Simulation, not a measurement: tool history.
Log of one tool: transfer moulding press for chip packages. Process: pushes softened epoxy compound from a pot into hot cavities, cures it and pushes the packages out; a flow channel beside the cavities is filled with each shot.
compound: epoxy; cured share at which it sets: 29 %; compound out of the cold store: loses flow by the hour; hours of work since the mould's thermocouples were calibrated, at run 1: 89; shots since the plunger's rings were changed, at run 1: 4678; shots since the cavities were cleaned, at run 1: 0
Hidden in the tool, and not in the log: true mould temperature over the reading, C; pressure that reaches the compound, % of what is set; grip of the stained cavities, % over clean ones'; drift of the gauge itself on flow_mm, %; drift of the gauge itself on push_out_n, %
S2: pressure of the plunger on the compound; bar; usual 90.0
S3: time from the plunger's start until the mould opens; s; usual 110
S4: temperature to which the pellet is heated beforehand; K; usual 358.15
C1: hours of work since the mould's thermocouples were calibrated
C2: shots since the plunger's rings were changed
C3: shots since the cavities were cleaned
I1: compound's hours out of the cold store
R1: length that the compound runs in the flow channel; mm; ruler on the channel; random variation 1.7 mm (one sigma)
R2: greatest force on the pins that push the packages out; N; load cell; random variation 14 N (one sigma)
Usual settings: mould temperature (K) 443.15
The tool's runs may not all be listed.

Run 1, day 0.000: usual settings; C1 89; C2 4678; C3 0; I1 34.3. Result: R1 629 mm, R2 687 N.
Run 2, day 0.254: usual settings; C1 93; C2 4738; C3 60; I1 44.9. Result: R1 612 mm, R2 705 N.
Run 3, day 0.608: usual settings; C1 98; C2 4821; C3 143; I1 16.6. Result: R1 668 mm, R2 776 N.
Run 4, day 1.242: usual settings; C1 107; C2 4969; C3 291; I1 17.4. Result: R1 667 mm, R2 848 N.
Run 5, day 1.571: usual settings; C1 111; C2 5046; C3 368; I1 45.0. Result: R1 605 mm, R2 793 N.
Run 6, day 1.975: usual settings; C1 117; C2 5141; C3 463; I1 27.0. Result: R1 646 mm, R2 843 N.
Run 7, day 2.421: usual settings; C1 123; C2 5245; C3 567; I1 18.1. Result: R1 660 mm, R2 942 N.
At day 2.717: cavities cleaned with cleaning compound and waxed.
Run 8, day 2.746: usual settings but mould temperature (K) 440.15; C1 127; C2 5307; C3 8; I1 41.3. Result: R1 615 mm, R2 826 N.
Run 9, day 3.125: usual settings but S4 363.15 K; C1 132; C2 5395; C3 96; I1 30.1. Result: R1 639 mm, R2 725 N.
At day 3.233: mould's thermocouples calibrated.
Run 10, day 3.729: usual settings but S4 363.15 K; C1 7; C2 5517; C3 218; I1 16.0. Result: R1 664 mm, R2 800 N.
Run 11, day 4.042: usual settings but S4 363.15 K; C1 11; C2 5590; C3 291; I1 26.1. Result: R1 641 mm, R2 792 N.
Run 12, day 4.312: usual settings but S4 363.15 K; C1 15; C2 5653; C3 354; I1 44.4. Result: R1 603 mm, R2 830 N.
Run 13, day 4.942: usual settings but mould temperature (K) 437.15, S2 74.5 bar, S3 97 s, S4 362.15 K; C1 24; C2 5801; C3 502; I1 39.8. Result: R1 561 mm, R2 1703 N.
At day 5.525: cavities cleaned with cleaning compound and waxed.
Run 14, day 5.629: usual settings but mould temperature (K) 449.15, S3 127 s; C1 33; C2 5947; C3 24; I1 41.4. Result: R1 603 mm, R2 472 N.
Run 15, day 5.900: usual settings but mould temperature (K) 449.15, S3 127 s; C1 36; C2 6010; C3 87; I1 29.5. Result: R1 628 mm, R2 509 N.
Run 16, day 6.492: usual settings but S2 75.4 bar, S3 130 s; C1 45; C2 6149; C3 226; I1 10.3. Result: R1 616 mm, R2 644 N.
At day 6.642: mould's thermocouples calibrated, once more.
Run 17, day 7.054: usual settings but mould temperature (K) 451.15, S4 361.15 K; C1 6; C2 6261; C3 338; I1 19.5. Result: R1 644 mm, R2 588 N.
Run 18, day 7.600: usual settings but mould temperature (K) 451.15, S4 361.15 K; C1 13; C2 6389; C3 466; I1 18.7. Result: R1 642 mm, R2 626 N.
At day 7.758: plunger's sealing rings changed.
Run 19, day 8.246: usual settings but S2 70.1 bar, S4 365.15 K; C1 21; C2 115; C3 593; I1 16.7. Result: R1 617 mm, R2 924 N.
At day 8.438: cavities cleaned with cleaning compound and waxed.
Run 20, day 8.738: usual settings but S4 348.15 K; C1 27; C2 215; C3 70; I1 18.5. Result: R1 693 mm, R2 781 N.
Run 21, day 9.088: usual settings but S3 135 s; C1 32; C2 297; C3 152; I1 21.9. Result: R1 687 mm, R2 566 N.
Run 22, day 9.521: usual settings but S2 78.2 bar, S3 143 s, S4 365.15 K; C1 38; C2 398; C3 253; I1 13.0. Result: R1 656 mm, R2 574 N.
Run 23, day 9.817: usual settings but S2 78.2 bar, S3 143 s, S4 365.15 K; C1 42; C2 468; C3 323; I1 43.5. Result: R1 593 mm, R2 593 N.
Run 24, day 10.258: usual settings but S2 78.2 bar, S3 143 s, S4 365.15 K; C1 48; C2 572; C3 427; I1 31.9. Result: R1 616 mm, R2 624 N.

4 ways to go on from here, each from the tool as it stands after run 24. What would each give?
Run A, day 10.650: usual settings but S2 94.3 bar, S3 120 s, S4 365.15 K; C1 54; C2 663; C3 518; I1 37.5. Result: R1 ?, R2 ?.
Run B, day 10.650: usual settings but S2 89.2 bar, S3 143 s, S4 351.15 K; C1 54; C2 663; C3 518; I1 44.6. Result: R1 ?, R2 ?.
Run C, day 10.650: usual settings; C1 54; C2 663; C3 518; I1 37.5. Result: R1 ?, R2 ?.
Run D, day 10.650: usual settings but S4 352.15 K; C1 54; C2 663; C3 518; I1 24.3. Result: R1 ?, R2 ?.

run   R1   R2
  A  665  737
  B  632  632
  C  651  869
  D  678  928
Without the tool's hidden state the same runs would have given:
run   R1   R2
  A  669  551
  B  636  476
  C  655  646
  D  682  690

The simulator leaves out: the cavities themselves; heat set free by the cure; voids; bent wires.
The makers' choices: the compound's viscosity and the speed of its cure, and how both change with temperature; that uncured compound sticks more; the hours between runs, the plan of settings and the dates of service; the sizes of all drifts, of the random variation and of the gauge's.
